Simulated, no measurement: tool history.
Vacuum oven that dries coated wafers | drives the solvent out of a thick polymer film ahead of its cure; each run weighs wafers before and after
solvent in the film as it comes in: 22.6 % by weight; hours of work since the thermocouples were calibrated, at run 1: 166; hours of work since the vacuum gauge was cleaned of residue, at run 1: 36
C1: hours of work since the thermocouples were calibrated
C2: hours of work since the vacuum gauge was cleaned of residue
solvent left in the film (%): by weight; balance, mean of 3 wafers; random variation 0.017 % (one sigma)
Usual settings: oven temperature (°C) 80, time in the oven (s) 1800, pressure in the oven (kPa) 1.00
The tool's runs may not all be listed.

Run 1, hour 0.0: usual settings; C1 166; C2 36. Result: solvent left in the film (%) 1.05.
Run 2, hour 7.5: usual settings; C1 170; C2 40. Result: solvent left in the film (%) 1.04.
Run 3, hour 17.7: usual settings; C1 175; C2 46. Result: solvent left in the film (%) 1.05.
Run 4, hour 28.7: usual settings; C1 181; C2 52. Result: solvent left in the film (%) 1.05.
Run 5, hour 42.6: usual settings; C1 189; C2 59. Result: solvent left in the film (%) 1.03.
Run 6, hour 49.7: usual settings; C1 193; C2 63. Result: solvent left in the film (%) 1.05.
Run 7, hour 63.6: usual settings; C1 200; C2 71. Result: solvent left in the film (%) 1.03.
Run 8, hour 70.0: usual settings but time in the oven (s) 1560; C1 204; C2 74. Result: solvent left in the film (%) 1.41.
Run 9, hour 76.6: usual settings but time in the oven (s) 1560; C1 207; C2 78. Result: solvent left in the film (%) 1.43.
Run 10, hour 82.7: usual settings but time in the oven (s) 1560; C1 211; C2 81. Result: solvent left in the film (%) 1.44.
Run 11, hour 95.1: usual settings but time in the oven (s) 1560; C1 217; C2 88. Result: solvent left in the film (%) 1.40.
Run 12, hour 104.0: usual settings but time in the oven (s) 1560; C1 222; C2 93. Result: solvent left in the film (%) 1.42.
Run 13, hour 112.2: usual settings but oven temperature (°C) 78, time in the oven (s) 960; C1 227; C2 97. Result: solvent left in the film (%) 4.29.
Run 14, hour 122.2: usual settings but oven temperature (°C) 78, time in the oven (s) 960; C1 232; C2 103. Result: solvent left in the film (%) 4.31.
Run 15, hour 136.7: usual settings but oven temperature (°C) 78, time in the oven (s) 2160; C1 240; C2 111. Result: solvent left in the film (%) 0.93.
Run 16, hour 147.5: usual settings but oven temperature (°C) 70, time in the oven (s) 2460, pressure in the oven (kPa) 2.74; C1 246; C2 116. Result: solvent left in the film (%) 3.26.
Run 17, hour 155.3: usual settings but oven temperature (°C) 70, time in the oven (s) 2460, pressure in the oven (kPa) 1.25; C1 250; C2 121. Result: solvent left in the film (%) 2.58.
Run 18, hour 164.2: usual settings but oven temperature (°C) 70, time in the oven (s) 960, pressure in the oven (kPa) 2.20; C1 255; C2 125. Result: solvent left in the film (%) 8.38.
Run 19, hour 170.5: usual settings but time in the oven (s) 1140, pressure in the oven (kPa) 2.52; C1 258; C2 129. Result: solvent left in the film (%) 3.09.
Run 20, hour 178.9: usual settings but oven temperature (°C) 90, time in the oven (s) 1140, pressure in the oven (kPa) 1.43; C1 263; C2 134. Result: solvent left in the film (%) 0.65.
Run 21, hour 190.0: usual settings but time in the oven (s) 2220; C1 269; C2 140. Result: solvent left in the film (%) 0.65.
Run 22, hour 199.6: usual settings but oven temperature (°C) 88, time in the oven (s) 3120, pressure in the oven (kPa) 3.70; C1 274; C2 145. Result: solvent left in the film (%) 0.88.
Run 23, hour 213.9: usual settings but oven temperature (°C) 93, time in the oven (s) 2400, pressure in the oven (kPa) 0.52; C1 282; C2 153. Result: solvent left in the film (%) 0.11.

Forecast each of these 3 alternatives for the next run:
Run A, hour 220.1: usual settings but oven temperature (°C) 93, time in the oven (s) 1620, pressure in the oven (kPa) 0.52; C1 285; C2 156. Result: solvent left in the film (%) ?.
Run B, hour 220.1: usual settings but oven temperature (°C) 69, pressure in the oven (kPa) 2.09; C1 285; C2 156. Result: solvent left in the film (%) ?.
Run C, hour 220.1: usual settings but time in the oven (s) 2820, pressure in the oven (kPa) 2.83; C1 285; C2 156. Result: solvent left in the film (%) ?.

run  solvent left in the film (%)
  A                          0.12
  B                          4.91
  C                          1.05
Without the tool's hidden state the same runs would have given:
run  solvent left in the film (%)
  A                          0.11
  B                          5.01
  C                          1.05
